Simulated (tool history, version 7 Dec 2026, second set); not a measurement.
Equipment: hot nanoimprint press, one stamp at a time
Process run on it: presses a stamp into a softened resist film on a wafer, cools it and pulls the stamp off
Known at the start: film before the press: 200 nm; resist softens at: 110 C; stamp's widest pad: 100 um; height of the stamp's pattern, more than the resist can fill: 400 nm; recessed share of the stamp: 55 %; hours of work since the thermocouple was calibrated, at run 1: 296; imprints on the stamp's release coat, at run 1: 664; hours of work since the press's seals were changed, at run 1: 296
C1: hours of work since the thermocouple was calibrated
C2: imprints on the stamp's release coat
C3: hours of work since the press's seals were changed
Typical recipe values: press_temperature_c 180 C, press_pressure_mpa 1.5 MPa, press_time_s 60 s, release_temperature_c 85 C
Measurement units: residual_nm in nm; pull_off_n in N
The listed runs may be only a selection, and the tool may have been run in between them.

{"run": 1, "hour": 0.0, "press_temperature_c": 180, "press_pressure_mpa": 1.5, "press_time_s": 60, "release_temperature_c": 85, "C1": 296, "C2": 664, "C3": 296, "residual_nm": 102.1, "pull_off_n": 190}
{"run": 2, "hour": 7.9, "press_temperature_c": 168, "press_pressure_mpa": 1.5, "press_time_s": 60, "release_temperature_c": 85, "C1": 301, "C2": 688, "C3": 301, "residual_nm": 159.8, "pull_off_n": 197}
{"run": 3, "hour": 12.9, "press_temperature_c": 168, "press_pressure_mpa": 1.5, "press_time_s": 60, "release_temperature_c": 85, "C1": 305, "C2": 704, "C3": 305, "residual_nm": 158.3, "pull_off_n": 197}
{"run": 4, "hour": 17.7, "press_temperature_c": 180, "press_pressure_mpa": 1.5, "press_time_s": 60, "release_temperature_c": 85, "C1": 308, "C2": 719, "C3": 308, "residual_nm": 101.5, "pull_off_n": 194}
{"run": 5, "hour": 23.8, "press_temperature_c": 180, "press_pressure_mpa": 1.5, "press_time_s": 60, "release_temperature_c": 85, "C1": 312, "C2": 738, "C3": 312, "residual_nm": 102.6, "pull_off_n": 194}
{"run": 6, "hour": 33.8, "press_temperature_c": 180, "press_pressure_mpa": 1.5, "press_time_s": 60, "release_temperature_c": 85, "C1": 319, "C2": 768, "C3": 319, "residual_nm": 100.9, "pull_off_n": 199}
{"run": 7, "hour": 43.3, "press_temperature_c": 180, "press_pressure_mpa": 1.5, "press_time_s": 60, "release_temperature_c": 85, "C1": 325, "C2": 797, "C3": 325, "residual_nm": 101.4, "pull_off_n": 193}
{"run": 8, "hour": 51.7, "press_temperature_c": 180, "press_pressure_mpa": 1.5, "press_time_s": 60, "release_temperature_c": 85, "C1": 331, "C2": 823, "C3": 331, "residual_nm": 102.8, "pull_off_n": 194}
{"run": 9, "hour": 59.3, "press_temperature_c": 180, "press_pressure_mpa": 1.5, "press_time_s": 60, "release_temperature_c": 85, "C1": 336, "C2": 846, "C3": 336, "residual_nm": 101.5, "pull_off_n": 195}
{"run": 10, "hour": 69.5, "press_temperature_c": 180, "press_pressure_mpa": 1.5, "press_time_s": 60, "release_temperature_c": 85, "C1": 343, "C2": 878, "C3": 343, "residual_nm": 100.5, "pull_off_n": 207}
{"run": 11, "hour": 77.6, "press_temperature_c": 180, "press_pressure_mpa": 1.5, "press_time_s": 60, "release_temperature_c": 85, "C1": 349, "C2": 903, "C3": 349, "residual_nm": 102.8, "pull_off_n": 205}
{"run": 12, "hour": 82.2, "press_temperature_c": 180, "press_pressure_mpa": 1.5, "press_time_s": 76, "release_temperature_c": 85, "C1": 352, "C2": 917, "C3": 352, "residual_nm": 93.1, "pull_off_n": 206}
{"run": 13, "hour": 87.9, "press_temperature_c": 180, "press_pressure_mpa": 1.5, "press_time_s": 76, "release_temperature_c": 85, "C1": 356, "C2": 934, "C3": 356, "residual_nm": 92, "pull_off_n": 217}
{"run": 14, "hour": 98.1, "press_temperature_c": 180, "press_pressure_mpa": 1.5, "press_time_s": 76, "release_temperature_c": 85, "C1": 363, "C2": 966, "C3": 363, "residual_nm": 92.7, "pull_off_n": 198}
{"run": 15, "hour": 104.4, "press_temperature_c": 179, "press_pressure_mpa": 1.5, "press_time_s": 60, "release_temperature_c": 85, "C1": 367, "C2": 985, "C3": 367, "residual_nm": 105.8, "pull_off_n": 210}
{"run": 16, "hour": 113.6, "press_temperature_c": 189, "press_pressure_mpa": 1.5, "press_time_s": 62, "release_temperature_c": 76, "C1": 373, "C2": 1013, "C3": 373, "residual_nm": 67.8, "pull_off_n": 270}
{"run": 17, "hour": 120.8, "press_temperature_c": 180, "press_pressure_mpa": 2.06, "press_time_s": 60, "release_temperature_c": 85, "C1": 378, "C2": 1036, "C3": 378, "residual_nm": 87.2, "pull_off_n": 210}
{"run": 18, "hour": 126.3, "press_temperature_c": 180, "press_pressure_mpa": 1.5, "press_time_s": 50, "release_temperature_c": 85, "C1": 382, "C2": 1053, "C3": 382, "residual_nm": 107, "pull_off_n": 210}
{"run": 19, "hour": 135.7, "press_temperature_c": 187, "press_pressure_mpa": 1.36, "press_time_s": 50, "release_temperature_c": 85, "C1": 388, "C2": 1081, "C3": 388, "residual_nm": 81.6, "pull_off_n": 218}
{"run": 20, "hour": 142.2, "press_temperature_c": 180, "press_pressure_mpa": 0.96, "press_time_s": 60, "release_temperature_c": 80, "C1": 392, "C2": 1101, "C3": 392, "residual_nm": 120.7, "pull_off_n": 250}
{"run": 21, "hour": 149.4, "press_temperature_c": 180, "press_pressure_mpa": 0.96, "press_time_s": 60, "release_temperature_c": 80, "C1": 397, "C2": 1124, "C3": 397, "residual_nm": 119.4, "pull_off_n": 241}
{"run": 22, "hour": 158.1, "press_temperature_c": 180, "press_pressure_mpa": 0.96, "press_time_s": 60, "release_temperature_c": 82, "C1": 403, "C2": 1150, "C3": 403, "residual_nm": 119.5, "pull_off_n": 233}
{"run": 23, "hour": 163.5, "press_temperature_c": 180, "press_pressure_mpa": 0.96, "press_time_s": 60, "release_temperature_c": 82, "C1": 407, "C2": 1167, "C3": 407, "residual_nm": 120.3, "pull_off_n": 233}
{"run": 24, "hour": 173.0, "press_temperature_c": 180, "press_pressure_mpa": 1.5, "press_time_s": 60, "release_temperature_c": 92, "C1": 413, "C2": 1196, "C3": 413, "residual_nm": 99.1, "pull_off_n": 182}
{"run": 25, "hour": 180.2, "press_temperature_c": 180, "press_pressure_mpa": 1.5, "press_time_s": 60, "release_temperature_c": 92, "C1": 418, "C2": 1218, "C3": 418, "residual_nm": 99.3, "pull_off_n": 178}
{"run": 26, "hour": 186.5, "press_temperature_c": 183, "press_pressure_mpa": 1.5, "press_time_s": 82, "release_temperature_c": 86, "C1": 422, "C2": 1238, "C3": 422, "residual_nm": 77.6, "pull_off_n": 222}
{"run": 27, "hour": 191.7, "press_temperature_c": 183, "press_pressure_mpa": 2.17, "press_time_s": 82, "release_temperature_c": 81, "C1": 426, "C2": 1254, "C3": 426, "residual_nm": 64.9, "pull_off_n": 250}
{"run": 28, "hour": 198.8, "press_temperature_c": 181, "press_pressure_mpa": 1.16, "press_time_s": 35, "release_temperature_c": 89, "C1": 431, "C2": 1276, "C3": 431, "residual_nm": 127.1, "pull_off_n": 209}
{"run": 29, "hour": 206.6, "press_temperature_c": 181, "press_pressure_mpa": 1.16, "press_time_s": 35, "release_temperature_c": 89, "C1": 436, "C2": 1300, "C3": 436, "residual_nm": 127.5, "pull_off_n": 202}

Below are 4 alternative next runs, each starting from the tool's condition after run 29. Predict each:
{"run": "A", "hour": 212.6, "press_temperature_c": 181, "press_pressure_mpa": 1.16, "press_time_s": 35, "release_temperature_c": 80, "C1": 440, "C2": 1318, "C3": 440, "residual_nm": "?", "pull_off_n": "?"}
{"run": "B", "hour": 212.6, "press_temperature_c": 174, "press_pressure_mpa": 1.16, "press_time_s": 36, "release_temperature_c": 86, "C1": 440, "C2": 1318, "C3": 440, "residual_nm": "?", "pull_off_n": "?"}
{"run": "C", "hour": 212.6, "press_temperature_c": 181, "press_pressure_mpa": 1.3, "press_time_s": 78, "release_temperature_c": 89, "C1": 440, "C2": 1318, "C3": 440, "residual_nm": "?", "pull_off_n": "?"}
{"run": "D", "hour": 212.6, "press_temperature_c": 176, "press_pressure_mpa": 2.38, "press_time_s": 60, "release_temperature_c": 79, "C1": 440, "C2": 1318, "C3": 440, "residual_nm": "?", "pull_off_n": "?"}

run=A residual_nm=125.2 pull_off_n=256
run=B residual_nm=155.5 pull_off_n=219
run=C residual_nm=92 pull_off_n=205
run=D residual_nm=97.5 pull_off_n=268
With no hidden state in the tool, these same runs would have given:
run=A residual_nm=134 pull_off_n=177
run=B residual_nm=163.2 pull_off_n=152
run=C residual_nm=100.5 pull_off_n=143
run=D residual_nm=105.8 pull_off_n=184
